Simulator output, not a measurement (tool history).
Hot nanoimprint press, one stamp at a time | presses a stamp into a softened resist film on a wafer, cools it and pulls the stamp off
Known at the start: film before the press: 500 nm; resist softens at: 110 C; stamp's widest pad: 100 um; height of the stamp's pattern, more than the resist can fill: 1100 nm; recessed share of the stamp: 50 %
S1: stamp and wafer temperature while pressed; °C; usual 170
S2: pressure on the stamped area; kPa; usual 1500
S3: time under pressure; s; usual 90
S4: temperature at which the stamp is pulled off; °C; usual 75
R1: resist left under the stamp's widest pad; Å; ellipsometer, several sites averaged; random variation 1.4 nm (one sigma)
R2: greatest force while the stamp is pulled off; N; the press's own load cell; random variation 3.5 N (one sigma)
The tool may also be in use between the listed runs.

run,hour,S1,S2,S3,S4,R1,R2
1,0,170,1500,90,75,2764,231
2,10.6,170,1500,90,75,2764,234
3,22.3,170,1500,90,75,2782,231
4,30.6,170,1500,90,75,2773,233
5,44.4,170,1500,90,75,2752,230
6,57.2,170,1500,90,61,2796,309
7,68.3,170,1500,90,61,2784,310
8,78.6,170,1500,90,61,2792,296
# hour 86.8: stamp cleaned and given a new release coat
9,98,170,1500,90,75,2794,232
10,108.3,170,1500,90,81,2791,203
11,114.8,170,1500,90,81,2785,202
12,122.7,170,1500,90,67,2810,277
13,133.6,170,1500,90,67,2797,269
14,139.8,170,1500,90,67,2803,277
15,149.1,170,1500,90,75,2804,222
16,156,173,1500,90,68,2390,268
17,168.9,181,1290,104,82,1612,198
18,182.4,181,1290,104,82,1613,195
19,188.9,181,1290,54,74,2107,232
20,199.4,166,1040,54,83,4114,190
21,207.1,160,1400,149,62,3832,302
22,213.2,170,970,57,75,3694,229
23,226.5,172,970,57,75,3463,230
24,234.9,170,2380,76,71,2489,251
25,241.7,170,2380,76,71,2485,250
26,249.1,170,2380,76,71,2498,248
27,255.5,174,1190,50,75,3103,231
28,267.1,174,1190,50,75,3085,238
29,276.1,181,1530,56,80,1924,210

The same runs without the tool's hidden state, with the same run-to-run variation:
The hidden state here: true temperature over the reading, C; pressure that arrives at the usual setting, %; grip of the stamp's worn release coat, % over a new coat's; drift of the gauge itself on residual_nm, %; drift of the gauge itself on pull_off_n, %.
run,R1
1,2763
2,2762
3,2777
4,2765
5,2741
6,2782
7,2768
8,2774
9,2773
10,2767
11,2759
12,2782
13,2767
14,2771
15,2770
16,2360
17,1590
18,1589
19,2075
20,4049
21,3769
22,3632
23,3400
24,2441
25,2436
26,2448
27,3039
28,3019
29,1881
R2: within 2 N of the measured result in every run.

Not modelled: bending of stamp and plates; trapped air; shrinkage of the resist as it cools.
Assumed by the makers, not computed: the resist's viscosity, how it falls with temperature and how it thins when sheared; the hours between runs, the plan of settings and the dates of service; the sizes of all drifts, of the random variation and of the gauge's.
